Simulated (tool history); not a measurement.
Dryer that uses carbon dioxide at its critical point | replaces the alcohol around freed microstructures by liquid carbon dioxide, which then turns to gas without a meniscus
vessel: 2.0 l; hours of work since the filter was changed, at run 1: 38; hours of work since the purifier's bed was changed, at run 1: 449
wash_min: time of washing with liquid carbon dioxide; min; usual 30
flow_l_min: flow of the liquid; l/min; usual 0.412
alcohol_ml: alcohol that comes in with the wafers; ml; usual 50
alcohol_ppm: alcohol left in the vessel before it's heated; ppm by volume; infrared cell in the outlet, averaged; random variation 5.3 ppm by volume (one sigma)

run,day,wash_min,flow_l_min,alcohol_ml,hours of work since the filter was changed,hours of work since the purifier's bed was changed,alcohol_ppm
1,0.000,30,0.412,50,38,449,214
2,0.725,30,0.412,50,50,461,205
3,1.108,30,0.412,50,56,467,216
4,1.579,30,0.490,50,63,474,128
5,2.196,19,0.412,50,72,483,1056
6,2.775,19,0.412,50,81,492,1109
7,3.412,19,0.412,50,91,502,1109
8,3.925,19,0.412,50,99,510,1137
9,4.258,19,0.484,50,104,515,711
10,4.796,30,0.412,50,113,524,262
11,5.112,30,0.412,50,118,529,258
12,5.479,19,0.412,50,123,534,1183
13,5.871,30,0.412,50,129,540,264
14,6.479,30,0.412,50,139,550,280
15,6.933,30,0.412,43,146,557,262
16,7.475,30,0.412,43,154,565,270
17,7.796,30,0.412,74,159,570,388
# day 8.071: inlet filter changed
18,8.529,30,0.412,99,7,581,339
19,9.050,30,0.412,118,15,589,393
20,9.417,30,0.412,118,21,595,391
21,10.046,30,0.412,94,31,604,343
22,10.512,30,0.412,94,38,612,362
23,11.204,30,0.412,50,49,622,243
24,11.512,25,0.412,22,53,627,255
25,11.971,25,0.412,22,60,634,249
26,12.475,25,0.412,22,68,642,261
27,12.892,36,0.490,42,75,649,115
28,13.200,23,0.283,42,79,653,1528
29,13.725,30,0.590,75,88,661,134
30,14.096,30,0.481,35,93,667,160
31,14.538,28,0.481,90,100,674,314
32,15.079,41,0.334,50,109,682,206
33,15.779,34,0.473,117,119,693,213
34,16.279,18,0.516,88,127,701,1303
35,16.692,26,0.412,56,134,707,515
36,17.025,28,0.415,50,139,713,368
37,17.508,28,0.415,29,146,720,274
38,18.121,30,0.412,75,156,730,428
# day 18.638: inlet filter changed
39,18.821,30,0.412,75,3,740,277
40,19.454,46,0.519,50,13,750,123
41,20.167,46,0.372,56,24,761,136
42,20.717,46,0.372,56,32,769,150
43,21.088,23,0.412,25,38,775,349
44,21.496,28,0.612,25,44,781,127
45,21.988,24,0.357,73,52,789,1084
46,22.288,24,0.357,73,57,793,1131

The same runs without the tool's hidden state, with the same run-to-run variation:
The hidden state here: flow that reaches the vessel past the clogged filter, %; alcohol in the recycled carbon dioxide, ppm; drift of the gauge itself on alcohol_ppm, %.
run,alcohol_ppm
1,133
2,119
3,124
4,45
5,837
6,857
7,839
8,844
9,480
10,124
11,120
12,833
13,117
14,121
15,112
16,111
17,171
18,241
19,281
20,273
21,220
22,232
23,125
24,137
25,130
26,137
27,16
28,1211
29,26
30,43
31,144
32,69
33,65
34,842
35,269
36,167
37,106
38,179
39,166
40,12
41,25
42,32
43,207
44,9
45,847
46,876
